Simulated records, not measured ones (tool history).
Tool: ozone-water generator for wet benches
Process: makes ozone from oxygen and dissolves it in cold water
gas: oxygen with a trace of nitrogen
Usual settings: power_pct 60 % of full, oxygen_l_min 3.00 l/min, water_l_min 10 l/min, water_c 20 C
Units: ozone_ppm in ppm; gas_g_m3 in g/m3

run 1 hour=0.0 | power_pct=60 oxygen_l_min=3.00 water_l_min=10 water_c=20 | ozone_ppm=20.7 gas_g_m3=171.0
run 2 hour=135.6 | power_pct=60 oxygen_l_min=5.09 water_l_min=10 water_c=20 | ozone_ppm=18.4 gas_g_m3=120.8
run 3 hour=244.5 | power_pct=60 oxygen_l_min=5.09 water_l_min=10 water_c=20 | ozone_ppm=18.1 gas_g_m3=120.6
run 4 hour=338.1 | power_pct=60 oxygen_l_min=5.09 water_l_min=10 water_c=20 | ozone_ppm=18.2 gas_g_m3=119.5
run 5 hour=470.4 | power_pct=60 oxygen_l_min=5.09 water_l_min=10 water_c=20 | ozone_ppm=18.1 gas_g_m3=118.9
run 6 hour=601.3 | power_pct=60 oxygen_l_min=5.09 water_l_min=10 water_c=20 | ozone_ppm=18.2 gas_g_m3=119.4
run 7 hour=723.7 | power_pct=60 oxygen_l_min=5.09 water_l_min=10 water_c=20 | ozone_ppm=17.9 gas_g_m3=117.9
run 8 hour=859.7 | power_pct=60 oxygen_l_min=5.09 water_l_min=10 water_c=20 | ozone_ppm=18.0 gas_g_m3=117.6

Forecast run 9:
run 9 hour=1007.0 | power_pct=60 oxygen_l_min=5.09 water_l_min=10 water_c=20 | ozone_ppm=? gas_g_m3=?

{"run 9": {"ozone_ppm": 17.9, "gas_g_m3": 117.9}}
Without the tool's hidden state the same run would have given ozone_ppm 19.6 ppm, gas_g_m3 122.8 g/m3.
